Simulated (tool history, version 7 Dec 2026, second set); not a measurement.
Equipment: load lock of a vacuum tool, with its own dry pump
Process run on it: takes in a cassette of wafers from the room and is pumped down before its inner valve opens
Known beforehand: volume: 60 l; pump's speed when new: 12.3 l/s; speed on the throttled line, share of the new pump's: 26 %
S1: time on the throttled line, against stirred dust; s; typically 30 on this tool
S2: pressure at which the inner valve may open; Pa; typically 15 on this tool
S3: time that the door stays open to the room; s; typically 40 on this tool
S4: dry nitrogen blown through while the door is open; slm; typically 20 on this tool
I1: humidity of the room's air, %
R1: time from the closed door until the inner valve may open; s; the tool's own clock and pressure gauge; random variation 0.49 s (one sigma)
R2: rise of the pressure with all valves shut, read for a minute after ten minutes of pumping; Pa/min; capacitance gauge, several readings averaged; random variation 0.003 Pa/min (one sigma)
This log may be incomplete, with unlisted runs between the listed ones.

run    hour  S1  S2   S3  S4    I1    R1     R2
  1       0  30  15   40  20  45.2  65.6  0.022
  2   288.6  30  15   40  20  43.7  65.1   0.02
  3   680.4  30  15   40  20  41.5  66.1  0.016
  4  1005.7  30  15   40  20  46.3  64.9   0.02
  5  1214.9  30  15   40  20  48.1  65.7  0.018
  6  1469.4  30  15   55  20  46.1  65.3  0.025
  7  1741.5  30  15   55  20    45  64.8  0.021
  8  2220.6  30  15   55  20  45.8  65.3  0.027
  9  2683.4  35  15   71  20  41.7  69.9  0.026
 10  3004.8  35  15   71  20  43.4    70  0.021
 11  3369.8  30  14   40  20  44.1  65.7  0.023
 12  3833.3  24  29   40  20  44.2  57.8  0.019
 13  4146.8  26  29  172  20  43.9  59.8  0.052

Missing from the log above: 1 entry noted between runs. For each, name the pair of listed runs it sits between and say how the tool's hidden condition differs from the listed run just before to the listed run just after:
Logged between run 8 and run 9: dry pump taken out, an overhauled one fitted (hour 2554.8)
  pump's speed, % of a new pump's: 99.9 -> 100

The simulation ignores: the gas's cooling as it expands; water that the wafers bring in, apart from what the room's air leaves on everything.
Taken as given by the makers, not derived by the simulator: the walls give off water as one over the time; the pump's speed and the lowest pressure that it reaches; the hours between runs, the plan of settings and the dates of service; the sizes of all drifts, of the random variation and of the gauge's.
